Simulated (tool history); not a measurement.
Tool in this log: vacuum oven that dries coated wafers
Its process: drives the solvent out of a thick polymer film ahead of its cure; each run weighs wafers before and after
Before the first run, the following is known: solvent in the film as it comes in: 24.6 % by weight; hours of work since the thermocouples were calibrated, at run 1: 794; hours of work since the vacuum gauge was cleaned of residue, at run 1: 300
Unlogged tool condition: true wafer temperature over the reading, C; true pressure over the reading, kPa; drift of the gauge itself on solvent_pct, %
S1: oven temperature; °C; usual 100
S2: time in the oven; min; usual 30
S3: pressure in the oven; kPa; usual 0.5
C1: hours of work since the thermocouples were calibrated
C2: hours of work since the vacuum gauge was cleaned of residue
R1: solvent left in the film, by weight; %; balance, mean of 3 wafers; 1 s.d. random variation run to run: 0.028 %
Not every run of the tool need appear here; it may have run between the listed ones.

Run 1, day 0: usual settings; C1 794; C2 300. Result: R1 1.36 %.
Run 2, day 1.138: usual settings but S2 26 min; C1 808; C2 314. Result: R1 1.93 %.
Run 3, day 2.067: usual settings but S2 26 min; C1 819; C2 326. Result: R1 1.91 %.
Run 4, day 3.654: usual settings but S2 26 min; C1 839; C2 346. Result: R1 1.98 %.
Run 5, day 4.938: usual settings but S2 26 min, S3 1.083 kPa; C1 855; C2 361. Result: R1 2.2 %.
Run 6, day 5.642: usual settings but S2 38 min; C1 863; C2 370. Result: R1 0.86 %.
Run 7, day 6.733: usual settings but S1 106 °C, S2 38 min; C1 877; C2 384. Result: R1 0.37 %.

Estimate the outcome of run 8 from the log above:
Run 8, day 7.892: usual settings but S1 106 °C, S2 20 min; C1 891; C2 398. Result: R1 ?.

{"run 8": {"R1": 1.65}}
Minus the tool's unlogged condition, the same run would have read R1 1.85 %.
